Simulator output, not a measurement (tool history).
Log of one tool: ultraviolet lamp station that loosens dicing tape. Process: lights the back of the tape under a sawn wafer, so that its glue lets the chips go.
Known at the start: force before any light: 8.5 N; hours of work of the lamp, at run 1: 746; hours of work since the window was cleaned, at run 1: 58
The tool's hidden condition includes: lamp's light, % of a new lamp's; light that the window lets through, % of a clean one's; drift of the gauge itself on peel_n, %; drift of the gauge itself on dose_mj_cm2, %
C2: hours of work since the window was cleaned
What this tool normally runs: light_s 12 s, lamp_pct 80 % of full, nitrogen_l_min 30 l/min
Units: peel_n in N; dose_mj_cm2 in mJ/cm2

{"run": 1, "hour": 0.0, "light_s": 12, "lamp_pct": 80, "nitrogen_l_min": 30, "hours of work of the lamp": 746, "C2": 58, "peel_n": 0.642, "dose_mj_cm2": 409}
{"run": 2, "hour": 27.9, "light_s": 17, "lamp_pct": 80, "nitrogen_l_min": 30, "hours of work of the lamp": 762, "C2": 74, "peel_n": 0.293, "dose_mj_cm2": 578}
{"run": 3, "hour": 45.3, "light_s": 17, "lamp_pct": 80, "nitrogen_l_min": 30, "hours of work of the lamp": 772, "C2": 84, "peel_n": 0.284, "dose_mj_cm2": 577}
{"run": 4, "hour": 79.2, "light_s": 17, "lamp_pct": 80, "nitrogen_l_min": 24, "hours of work of the lamp": 791, "C2": 103, "peel_n": 0.331, "dose_mj_cm2": 569}
{"run": 5, "hour": 99.7, "light_s": 12, "lamp_pct": 80, "nitrogen_l_min": 30, "hours of work of the lamp": 803, "C2": 115, "peel_n": 0.673, "dose_mj_cm2": 403}
{"run": 6, "hour": 118.5, "light_s": 12, "lamp_pct": 80, "nitrogen_l_min": 30, "hours of work of the lamp": 814, "C2": 126, "peel_n": 0.693, "dose_mj_cm2": 399}
{"run": 7, "hour": 145.6, "light_s": 23, "lamp_pct": 80, "nitrogen_l_min": 30, "hours of work of the lamp": 829, "C2": 141, "peel_n": 0.165, "dose_mj_cm2": 754}
{"run": 8, "hour": 182.9, "light_s": 23, "lamp_pct": 80, "nitrogen_l_min": 30, "hours of work of the lamp": 851, "C2": 163, "peel_n": 0.164, "dose_mj_cm2": 751}
{"run": 9, "hour": 219.6, "light_s": 23, "lamp_pct": 80, "nitrogen_l_min": 30, "hours of work of the lamp": 872, "C2": 184, "peel_n": 0.167, "dose_mj_cm2": 747}
{"run": 10, "hour": 240.0, "light_s": 23, "lamp_pct": 80, "nitrogen_l_min": 30, "hours of work of the lamp": 884, "C2": 195, "peel_n": 0.166, "dose_mj_cm2": 735}
{"run": 11, "hour": 259.2, "light_s": 12, "lamp_pct": 80, "nitrogen_l_min": 30, "hours of work of the lamp": 895, "C2": 206, "peel_n": 0.745, "dose_mj_cm2": 384}
{"run": 12, "hour": 293.3, "light_s": 12, "lamp_pct": 80, "nitrogen_l_min": 30, "hours of work of the lamp": 914, "C2": 226, "peel_n": 0.781, "dose_mj_cm2": 376}
{"run": 13, "hour": 328.7, "light_s": 12, "lamp_pct": 80, "nitrogen_l_min": 30, "hours of work of the lamp": 934, "C2": 246, "peel_n": 0.784, "dose_mj_cm2": 380}
{"run": 14, "hour": 349.4, "light_s": 12, "lamp_pct": 80, "nitrogen_l_min": 19, "hours of work of the lamp": 946, "C2": 258, "peel_n": 0.955, "dose_mj_cm2": 378}
{"run": 15, "hour": 389.2, "light_s": 12, "lamp_pct": 80, "nitrogen_l_min": 19, "hours of work of the lamp": 969, "C2": 281, "peel_n": 1.008, "dose_mj_cm2": 372}
{"run": 16, "hour": 423.0, "light_s": 10, "lamp_pct": 76, "nitrogen_l_min": 51, "hours of work of the lamp": 988, "C2": 300, "peel_n": 1.095, "dose_mj_cm2": 290}
{"run": 17, "hour": 462.1, "light_s": 19, "lamp_pct": 97, "nitrogen_l_min": 30, "hours of work of the lamp": 1011, "C2": 322, "peel_n": 0.185, "dose_mj_cm2": 690}
{"run": 18, "hour": 498.8, "light_s": 19, "lamp_pct": 97, "nitrogen_l_min": 30, "hours of work of the lamp": 1032, "C2": 344, "peel_n": 0.195, "dose_mj_cm2": 696}
{"hour": 522.0, "done": "lamp changed"}
{"run": 19, "hour": 522.9, "light_s": 10, "lamp_pct": 80, "nitrogen_l_min": 38, "hours of work of the lamp": 1, "C2": 357, "peel_n": 0.682, "dose_mj_cm2": 382}
{"run": 20, "hour": 545.1, "light_s": 6, "lamp_pct": 80, "nitrogen_l_min": 50, "hours of work of the lamp": 13, "C2": 369, "peel_n": 1.694, "dose_mj_cm2": 231}
{"hour": 548.6, "done": "window cleaned of glue's vapour"}
{"run": 21, "hour": 582.7, "light_s": 12, "lamp_pct": 92, "nitrogen_l_min": 35, "hours of work of the lamp": 34, "C2": 20, "peel_n": 0.352, "dose_mj_cm2": 497}
{"run": 22, "hour": 603.9, "light_s": 12, "lamp_pct": 92, "nitrogen_l_min": 30, "hours of work of the lamp": 47, "C2": 32, "peel_n": 0.402, "dose_mj_cm2": 500}
{"hour": 610.4, "done": "window cleaned of glue's vapour, once more"}
{"run": 23, "hour": 620.5, "light_s": 12, "lamp_pct": 92, "nitrogen_l_min": 30, "hours of work of the lamp": 56, "C2": 6, "peel_n": 0.309, "dose_mj_cm2": 561}
{"run": 24, "hour": 654.3, "light_s": 12, "lamp_pct": 92, "nitrogen_l_min": 30, "hours of work of the lamp": 75, "C2": 25, "peel_n": 0.322, "dose_mj_cm2": 558}
{"run": 25, "hour": 688.0, "light_s": 13, "lamp_pct": 80, "nitrogen_l_min": 20, "hours of work of the lamp": 94, "C2": 44, "peel_n": 0.448, "dose_mj_cm2": 520}
{"run": 26, "hour": 705.2, "light_s": 12, "lamp_pct": 83, "nitrogen_l_min": 19, "hours of work of the lamp": 104, "C2": 54, "peel_n": 0.516, "dose_mj_cm2": 496}

Forecast run 27:
{"run": 27, "hour": 723.1, "light_s": 15, "lamp_pct": 72, "nitrogen_l_min": 19, "hours of work of the lamp": 115, "C2": 65, "peel_n": "?", "dose_mj_cm2": "?"}

{"run 27": {"peel_n": 0.412, "dose_mj_cm2": 531}}
If the tool had no hidden condition, the same run with the same run-to-run variation would have returned peel_n 0.361 N, dose_mj_cm2 560 mJ/cm2.
